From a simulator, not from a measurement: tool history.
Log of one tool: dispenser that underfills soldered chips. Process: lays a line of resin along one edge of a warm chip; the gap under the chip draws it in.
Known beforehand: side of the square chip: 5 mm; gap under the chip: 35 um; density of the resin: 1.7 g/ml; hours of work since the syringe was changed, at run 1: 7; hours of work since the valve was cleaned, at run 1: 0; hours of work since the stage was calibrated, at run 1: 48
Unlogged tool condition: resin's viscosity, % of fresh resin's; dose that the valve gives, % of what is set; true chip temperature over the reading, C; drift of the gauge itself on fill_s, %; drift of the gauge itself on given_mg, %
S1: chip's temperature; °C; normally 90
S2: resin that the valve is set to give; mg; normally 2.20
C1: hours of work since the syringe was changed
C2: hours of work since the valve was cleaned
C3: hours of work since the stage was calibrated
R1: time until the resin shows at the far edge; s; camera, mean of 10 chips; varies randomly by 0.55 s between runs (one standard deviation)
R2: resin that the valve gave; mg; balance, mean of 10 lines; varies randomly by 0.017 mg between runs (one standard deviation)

run   hour   S1    S2  C1   C2   C3     R1    R2
  1    0.0   90  2.20   7    0   48   67.1  2.23
       4.1  -- new syringe of resin
  2    5.0   90  2.20   1    3   52   48.0  2.19
  3    8.9   90  2.04   3    6   54   55.0  2.03
  4   11.7   90  2.04   5    8   56   59.9  2.04
  5   15.1   90  2.04   7   10   58   69.2  1.99
  6   17.8   90  2.04   9   12   60   74.5  2.02
      19.0  -- new syringe of resin
  7   23.8   90  2.04   3   15   64   54.4  2.03
  8   28.2   90  2.04   6   18   67   62.3  2.01
  9   32.8   90  2.04   9   21   70   75.6  2.01
      33.9  -- new syringe of resin
 10   37.1   90  2.20   2   24   73   48.9  2.15
 11   41.8   90  2.20   5   27   76   58.1  2.16
 12   45.8   90  2.20   8   30   78   68.6  2.14
      48.9  -- new syringe of resin
 13   49.6   90  2.20   0   32   81   46.3  2.15
 14   54.9   90  2.20   4   36   84   55.7  2.11
 15   57.9   90  2.51   6   38   86   62.8  2.43
 16   63.2  102  2.20  10   41   90   50.1  2.13
      63.8  -- new syringe of resin
 17   68.0   90  1.93   3   44   93   55.2  1.89
 18   73.0   90  2.85   6   48   96   59.7  2.78
 19   77.8   90  2.58   9   51   99   72.1  2.48
      79.0  -- new syringe of resin
 20   81.8   96  2.09   2   53  102   39.7  2.00
 21   86.6   91  2.03   5   56  105   58.0  1.97
 22   89.1   90  2.83   7   58  106   62.8  2.68
 23   92.0   90  2.83   9   60  108   68.6  2.69
      93.9  -- new syringe of resin
 24   97.9   80  2.52   3   64  112   74.0  2.37
 25  102.4  100  2.51   6   67  115   40.8  2.40
 26  105.0   78  2.51   7   68  117  101.3  2.38
     108.8  -- new syringe of resin
 27  111.1   78  2.51   2   72  121   73.7  2.33
 28  115.7   97  1.97   5   75  124   46.1  1.88
 29  119.4  104  2.70   7   78  126   38.7  2.51
     123.7  -- new syringe of resin
 30  125.2   98  2.26   1   81  130   35.0  2.12
 31  129.8   79  2.42   4   84  133   80.4  2.29
 32  135.4   79  2.42   8   88  137  101.8  2.27
     138.5  -- new syringe of resin
 33  139.1   87  2.39   0   90  139   49.9  2.22
 34  143.6   88  2.10   3   93  142   58.8  1.97
 35  148.0   88  2.10   6   96  145   68.6  1.94
 36  152.5   85  2.00   9   99  148   89.6  1.81
     153.6  -- new syringe of resin
 37  155.5   98  2.20   1  101  150   35.7  2.03
 38  158.1   87  2.81   3  103  151   56.9  2.60

Alternative continuations, all from the tool just after run 38; predict every row:
  A  162.6   81  2.32   6  106  154   ?   ?
  B  162.6  103  2.81   6  106  154   ?   ?
  C  162.6   94  2.02   6  106  154   ?   ?

run    R1    R2
  A  86.6  2.16
  B  37.8  2.58
  C  54.1  1.86
Had the tool no hidden state, the same runs would have come out as:
run    R1    R2
  A  64.4  2.34
  B  28.2  2.80
  C  39.5  2.02
